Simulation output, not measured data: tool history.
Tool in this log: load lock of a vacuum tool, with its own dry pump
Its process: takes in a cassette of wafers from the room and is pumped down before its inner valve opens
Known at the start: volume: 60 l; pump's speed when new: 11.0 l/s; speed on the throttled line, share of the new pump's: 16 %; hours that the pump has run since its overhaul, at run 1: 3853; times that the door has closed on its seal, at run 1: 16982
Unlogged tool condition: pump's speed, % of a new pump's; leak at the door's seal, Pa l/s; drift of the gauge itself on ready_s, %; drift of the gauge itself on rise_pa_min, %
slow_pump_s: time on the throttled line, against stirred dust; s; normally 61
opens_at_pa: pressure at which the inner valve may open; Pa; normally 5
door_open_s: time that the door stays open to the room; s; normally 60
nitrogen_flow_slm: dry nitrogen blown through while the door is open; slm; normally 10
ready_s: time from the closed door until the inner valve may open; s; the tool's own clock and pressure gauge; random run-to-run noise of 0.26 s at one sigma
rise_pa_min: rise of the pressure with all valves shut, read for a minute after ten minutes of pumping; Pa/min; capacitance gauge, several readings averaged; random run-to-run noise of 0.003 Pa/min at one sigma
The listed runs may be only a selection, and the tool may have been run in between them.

run    hour  slow_pump_s  opens_at_pa  door_open_s  nitrogen_flow_slm  hours that the pump has run since its overhaul  times that the door has closed on its seal  incoming humidity of the room's air, %  ready_s  rise_pa_min
  1       0           61            5           60                 10                                            3853                                       16982                                    44.7    107.5        0.418
  2   157.3           61            6           60                 10                                            4010                                       17324                                    46.9    106.3        0.434
  3     285           61            6           60                 10                                            4138                                       17601                                    43.5    106.2        0.435
  4   398.4           61            6           60                 10                                            4252                                       17848                                    45.8    106.2         0.45
  5   510.6           61            6           60                 13                                            4364                                       18091                                    44.3    106.6        0.452
  6   635.6           61            6           60                 13                                            4489                                       18363                                    43.7    106.2        0.462
  7   837.7           61            6           60                 13                                            4691                                       18801                                      48    106.1        0.483
  8   954.5           61            5           60                 10                                            4808                                       19055                                    46.1    108.3        0.491
  9  1153.5           49            7           57                 40                                            5007                                       19487                                    47.7     96.1        0.506
 10  1295.9           61            5           57                 12                                            5149                                       19797                                    41.3    107.9        0.528
 11  1421.1           63            5          100                 12                                            5274                                       20068                                    44.6    109.6        0.533
 12    1515           61            5          240                 10                                            5368                                       20272                                    43.6    108.2        0.575
 13  1623.9           61            8           60                 10                                            5477                                       20509                                    46.2      105        0.558
 14  1771.2           61            8           60                 10                                            5624                                       20829                                    47.7    104.7        0.557
 15  1920.3           61            8           60                 10                                            5773                                       21152                                    46.9    105.5        0.583
 16    2036           61            7           60                 10                                            5889                                       21404                                    44.4    106.6        0.592

Below, some changes in ready_s between adjacent runs. For each, the amount present without the hidden state too (settings, incoming material, random variation) and the amount remaining for the hidden state with gauge scatter not shared by both compared results:
Run 2 -> 3: settings left as they were, no log entry in between. ready_s -0.1 s: hidden state +0.2, all else -0.3.
Run 8 -> 9: slow_pump_s 61 -> 49, opens_at_pa 5 -> 7, door_open_s 60 -> 57, nitrogen_flow_slm 10 -> 40. ready_s -12.2 s: hidden state +0.1, all else -12.3.
